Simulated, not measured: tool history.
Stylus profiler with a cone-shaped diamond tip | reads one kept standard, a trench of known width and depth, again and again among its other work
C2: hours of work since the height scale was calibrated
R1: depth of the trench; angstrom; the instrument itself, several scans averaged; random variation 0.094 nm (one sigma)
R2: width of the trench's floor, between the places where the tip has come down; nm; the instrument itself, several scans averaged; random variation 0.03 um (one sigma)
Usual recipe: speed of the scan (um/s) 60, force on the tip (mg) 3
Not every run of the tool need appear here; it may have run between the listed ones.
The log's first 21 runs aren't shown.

{"run": 22, "hour": 333.7, "speed of the scan (um/s)": 38, "force on the tip (mg)": 1.07, "scans with this tip": 10430, "C2": 820, "R1": 2016.2, "R2": 46390}
{"run": 23, "hour": 357.1, "speed of the scan (um/s)": 81, "force on the tip (mg)": 1.06, "scans with this tip": 10622, "C2": 835, "R1": 2016.1, "R2": 46190}
{"run": 24, "hour": 372.2, "speed of the scan (um/s)": 89, "force on the tip (mg)": 5.44, "scans with this tip": 10747, "C2": 845, "R1": 2053.3, "R2": 46410}
{"run": 25, "hour": 391.8, "speed of the scan (um/s)": 40, "force on the tip (mg)": 5.44, "scans with this tip": 10909, "C2": 857, "R1": 2054, "R2": 46490}
{"run": 26, "hour": 402.0, "speed of the scan (um/s)": 24, "force on the tip (mg)": 8.13, "scans with this tip": 10992, "C2": 864, "R1": 2071.6, "R2": 46490}
{"run": 27, "hour": 417.6, "speed of the scan (um/s)": 213, "force on the tip (mg)": 6.21, "scans with this tip": 11121, "C2": 874, "R1": 2055.5, "R2": 46220}
{"run": 28, "hour": 428.6, "speed of the scan (um/s)": 81, "force on the tip (mg)": 2.58, "scans with this tip": 11211, "C2": 881, "R1": 2031.6, "R2": 46360}
{"run": 29, "hour": 444.7, "speed of the scan (um/s)": 117, "force on the tip (mg)": 3.25, "scans with this tip": 11344, "C2": 892, "R1": 2036, "R2": 46270}
{"hour": 447.3, "done": "height scale calibrated on a step standard"}
{"run": 30, "hour": 467.4, "speed of the scan (um/s)": 23, "force on the tip (mg)": 3.25, "scans with this tip": 11528, "C2": 13, "R1": 2035.9, "R2": 46470}
{"run": 31, "hour": 479.7, "speed of the scan (um/s)": 17, "force on the tip (mg)": 8.93, "scans with this tip": 11629, "C2": 21, "R1": 2073.7, "R2": 46510}

What will run 32 give?
{"run": 32, "hour": 493.4, "speed of the scan (um/s)": 17, "force on the tip (mg)": 8.93, "scans with this tip": 11742, "C2": 30, "R1": "?", "R2": "?"}

{"run 32": {"R1": 2075.7, "R2": 46520}}
If the tool had no hidden condition, the same run with the same run-to-run variation would have returned R1 2081.2 angstrom, R2 47210 nm.
